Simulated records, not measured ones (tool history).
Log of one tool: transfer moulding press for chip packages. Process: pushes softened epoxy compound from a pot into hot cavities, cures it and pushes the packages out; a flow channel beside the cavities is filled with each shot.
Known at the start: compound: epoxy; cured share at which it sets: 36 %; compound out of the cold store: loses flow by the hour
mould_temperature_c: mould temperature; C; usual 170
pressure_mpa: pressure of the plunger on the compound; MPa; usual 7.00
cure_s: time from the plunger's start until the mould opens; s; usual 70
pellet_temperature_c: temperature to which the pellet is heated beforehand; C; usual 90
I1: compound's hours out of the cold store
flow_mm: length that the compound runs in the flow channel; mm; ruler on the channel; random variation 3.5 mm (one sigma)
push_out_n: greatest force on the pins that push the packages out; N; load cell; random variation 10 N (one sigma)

Run 1, hour 0.0: usual settings; I1 44.4. Result: flow_mm 592 mm, push_out_n 642 N.
At hour 68.8: cavities cleaned with cleaning compound and waxed.
Run 2, hour 74.4: usual settings but pressure_mpa 7.64 MPa; I1 24.5. Result: flow_mm 676 mm, push_out_n 943 N.
Run 3, hour 115.7: usual settings but pressure_mpa 7.64 MPa; I1 30.9. Result: flow_mm 651 mm, push_out_n 936 N.
Run 4, hour 151.5: usual settings but pressure_mpa 7.64 MPa; I1 41.0. Result: flow_mm 620 mm, push_out_n 900 N.
At hour 158.6: cavities cleaned with cleaning compound and waxed.
Run 5, hour 228.5: usual settings but pressure_mpa 7.64 MPa; I1 45.8. Result: flow_mm 604 mm, push_out_n 781 N.
At hour 248.6: cavities cleaned with cleaning compound and waxed.
Run 6, hour 276.9: usual settings; I1 45.7. Result: flow_mm 577 mm, push_out_n 660 N.
At hour 336.4: cavities cleaned with cleaning compound and waxed.
Run 7, hour 353.5: usual settings but pressure_mpa 7.23 MPa; I1 43.2. Result: flow_mm 584 mm, push_out_n 629 N.
At hour 425.1: cavities cleaned with cleaning compound and waxed.
Run 8, hour 433.3: usual settings but mould_temperature_c 174 C; I1 17.1. Result: flow_mm 643 mm, push_out_n 486 N.
At hour 446.5: plunger's sealing rings changed.
At hour 455.2: cavities cleaned with cleaning compound and waxed, once more.
Run 9, hour 519.5: usual settings; I1 40.3. Result: flow_mm 603 mm, push_out_n 826 N.
At hour 547.2: cavities cleaned with cleaning compound and waxed.
Run 10, hour 577.3: usual settings; I1 19.1. Result: flow_mm 662 mm, push_out_n 758 N.
Run 11, hour 628.4: usual settings; I1 28.5. Result: flow_mm 632 mm, push_out_n 870 N.
At hour 637.9: cavities cleaned with cleaning compound and waxed.
Run 12, hour 692.5: usual settings; I1 47.8. Result: flow_mm 572 mm, push_out_n 777 N.
At hour 729.4: cavities cleaned with cleaning compound and waxed.
Run 13, hour 759.9: usual settings; I1 46.7. Result: flow_mm 569 mm, push_out_n 715 N.
At hour 816.7: cavities cleaned with cleaning compound and waxed.
Run 14, hour 818.7: usual settings; I1 22.4. Result: flow_mm 632 mm, push_out_n 555 N.
Run 15, hour 867.6: usual settings but pressure_mpa 6.06 MPa, cure_s 108 s; I1 34.8. Result: flow_mm 558 mm, push_out_n 525 N.
At hour 907.2: cavities cleaned with cleaning compound and waxed.
At hour 911.5: plunger's sealing rings changed.
Run 16, hour 911.5: usual settings; I1 11.6. Result: flow_mm 698 mm, push_out_n 610 N.
Run 17, hour 982.6: usual settings but pressure_mpa 6.13 MPa, cure_s 60 s, pellet_temperature_c 89 C; I1 20.4. Result: flow_mm 621 mm, push_out_n 1353 N.
At hour 998.6: cavities cleaned with cleaning compound and waxed.
Run 18, hour 1057.7: usual settings but pressure_mpa 6.13 MPa, cure_s 94 s, pellet_temperature_c 83 C; I1 10.8. Result: flow_mm 648 mm, push_out_n 568 N.
At hour 1082.2: mould's thermocouples calibrated.
At hour 1087.6: cavities cleaned with cleaning compound and waxed.
Run 19, hour 1122.6: usual settings but pressure_mpa 6.13 MPa, cure_s 94 s, pellet_temperature_c 83 C; I1 26.4. Result: flow_mm 598 mm, push_out_n 472 N.
Run 20, hour 1166.8: usual settings; I1 31.9. Result: flow_mm 607 mm, push_out_n 768 N.
At hour 1177.7: cavities cleaned with cleaning compound and waxed.
Run 21, hour 1231.0: usual settings but cure_s 104 s, pellet_temperature_c 83 C; I1 42.2. Result: flow_mm 572 mm, push_out_n 575 N.
At hour 1268.1: cavities cleaned with cleaning compound and waxed.
Run 22, hour 1273.9: usual settings but mould_temperature_c 176 C, pressure_mpa 7.52 MPa, cure_s 83 s; I1 22.2. Result: flow_mm 645 mm, push_out_n 380 N.
Run 23, hour 1348.8: usual settings but mould_temperature_c 176 C, pressure_mpa 7.52 MPa, cure_s 83 s; I1 17.4. Result: flow_mm 653 mm, push_out_n 589 N.
At hour 1358.0: cavities cleaned with cleaning compound and waxed.
At hour 1379.8: plunger's sealing rings changed.
Run 24, hour 1390.1: usual settings but mould_temperature_c 177 C, pressure_mpa 5.97 MPa, cure_s 99 s; I1 29.8. Result: flow_mm 575 mm, push_out_n 466 N.
At hour 1450.2: cavities cleaned with cleaning compound and waxed.
Run 25, hour 1460.0: usual settings but pressure_mpa 8.60 MPa, pellet_temperature_c 84 C; I1 9.1. Result: flow_mm 778 mm, push_out_n 591 N.
Run 26, hour 1494.6: usual settings but mould_temperature_c 163 C, cure_s 86 s; I1 29.1. Result: flow_mm 647 mm, push_out_n 726 N.

5 ways to go on from here, each from the tool as it stands after run 26. What would each give?
Run A, hour 1531.7: usual settings but pressure_mpa 5.71 MPa; I1 24.0. Result: flow_mm ?, push_out_n ?.
Run B, hour 1531.7: usual settings but mould_temperature_c 178 C, cure_s 86 s, pellet_temperature_c 94 C; I1 11.1. Result: flow_mm ?, push_out_n ?.
Run C, hour 1531.7: usual settings but mould_temperature_c 178 C, cure_s 88 s; I1 21.5. Result: flow_mm ?, push_out_n ?.
Run D, hour 1531.7: usual settings but mould_temperature_c 169 C, pressure_mpa 6.15 MPa, cure_s 86 s, pellet_temperature_c 88 C; I1 14.4. Result: flow_mm ?, push_out_n ?.
Run E, hour 1531.7: usual settings but mould_temperature_c 167 C, cure_s 86 s, pellet_temperature_c 99 C; I1 18.3. Result: flow_mm ?, push_out_n ?.

run  flow_mm  push_out_n
  A      577         832
  B      665         561
  C      640         578
  D      629         639
  E      661         676
Without the tool's hidden state the same runs would have given:
run  flow_mm  push_out_n
  A      586         485
  B      675         329
  C      650         341
  D      639         376
  E      671         396
